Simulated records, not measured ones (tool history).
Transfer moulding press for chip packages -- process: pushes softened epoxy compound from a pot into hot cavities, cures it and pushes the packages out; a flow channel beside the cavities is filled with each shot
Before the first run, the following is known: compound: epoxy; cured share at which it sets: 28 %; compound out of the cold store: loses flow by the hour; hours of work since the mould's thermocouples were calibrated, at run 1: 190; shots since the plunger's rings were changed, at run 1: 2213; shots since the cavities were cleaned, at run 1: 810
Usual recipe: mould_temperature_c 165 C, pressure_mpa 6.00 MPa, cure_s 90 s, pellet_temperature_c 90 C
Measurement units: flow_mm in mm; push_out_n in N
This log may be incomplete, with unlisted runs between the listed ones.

run,day,mould_temperature_c,pressure_mpa,cure_s,pellet_temperature_c,hours of work since the mould's thermocouples were calibrated,shots since the plunger's rings were changed,shots since the cavities were cleaned,incoming compound's hours out of the cold store,flow_mm,push_out_n
1,0.000,165,6.00,90,90,190,2213,810,36.2,816,656
2,0.750,165,6.00,90,90,198,2363,960,44.1,780,678
3,1.471,165,5.48,90,90,206,2509,1106,10.3,884,738
# day 1.729: cavities cleaned with cleaning compound and waxed
4,2.379,165,5.48,90,90,216,2679,131,18.2,847,432
5,3.579,165,5.48,90,90,229,2921,373,33.9,776,526
6,4.179,165,5.48,90,90,236,3042,494,29.8,800,594
7,5.371,165,5.48,90,90,249,3282,734,31.5,792,633
# day 5.642: plunger's sealing rings changed
8,6.404,165,5.72,90,90,260,154,921,20.6,893,691
9,7.304,165,5.72,90,90,270,335,1102,32.7,840,690
# day 7.612: cavities cleaned with cleaning compound and waxed
10,8.346,165,5.72,90,90,281,533,149,20.5,889,445
11,9.112,165,6.00,119,90,290,686,302,47.6,784,451
12,10.133,165,6.94,119,90,301,892,508,45.8,856,510
13,11.479,165,6.94,119,90,316,1164,780,33.3,898,560
14,12.179,166,6.00,90,90,324,1304,920,33.1,843,647
# day 13.362: cavities cleaned with cleaning compound and waxed
15,13.554,166,6.00,90,90,339,1569,39,21.5,884,366
16,14.562,165,6.00,124,82,350,1772,242,22.5,877,426
17,15.442,165,4.51,81,95,360,1949,419,47.3,672,596
18,16.008,165,4.51,81,95,366,2063,533,41.8,689,659
19,17.171,168,4.96,96,86,379,2297,767,37.0,732,579
20,18.267,159,4.96,100,86,392,2518,988,38.8,736,739
# day 19.096: cavities cleaned with cleaning compound and waxed
21,19.392,159,4.96,100,86,403,2731,58,23.2,794,428
22,20.475,159,4.96,100,86,416,2950,277,29.6,771,557
23,21.746,163,4.65,89,93,430,3206,533,37.6,699,622
# day 22.308: plunger's sealing rings changed
24,22.808,163,4.65,89,93,441,101,726,21.2,804,704
25,24.092,163,4.65,130,90,455,359,984,19.4,814,594
# day 25.033: cavities cleaned with cleaning compound and waxed
26,25.204,159,5.17,85,88,467,571,35,19.3,851,544
27,25.796,168,5.17,76,87,473,690,154,45.2,741,464
28,26.617,168,5.17,76,87,483,855,319,39.5,764,538
29,27.754,168,5.17,76,87,495,1085,549,44.3,741,615

3 options for the next run, each taken on its own from the tool as it stands now. Forecast them:
A,28.750,165,5.43,90,90,507,1284,748,16.4,?,?
B,28.750,168,6.63,76,84,507,1284,748,17.4,?,?
C,28.750,164,6.68,120,87,507,1284,748,12.1,?,?

run,flow_mm,push_out_n
A,867,640
B,950,698
C,989,578
Without the tool's unlogged condition, the same runs would have read:
run,flow_mm,push_out_n
A,885,351
B,970,390
C,1010,307

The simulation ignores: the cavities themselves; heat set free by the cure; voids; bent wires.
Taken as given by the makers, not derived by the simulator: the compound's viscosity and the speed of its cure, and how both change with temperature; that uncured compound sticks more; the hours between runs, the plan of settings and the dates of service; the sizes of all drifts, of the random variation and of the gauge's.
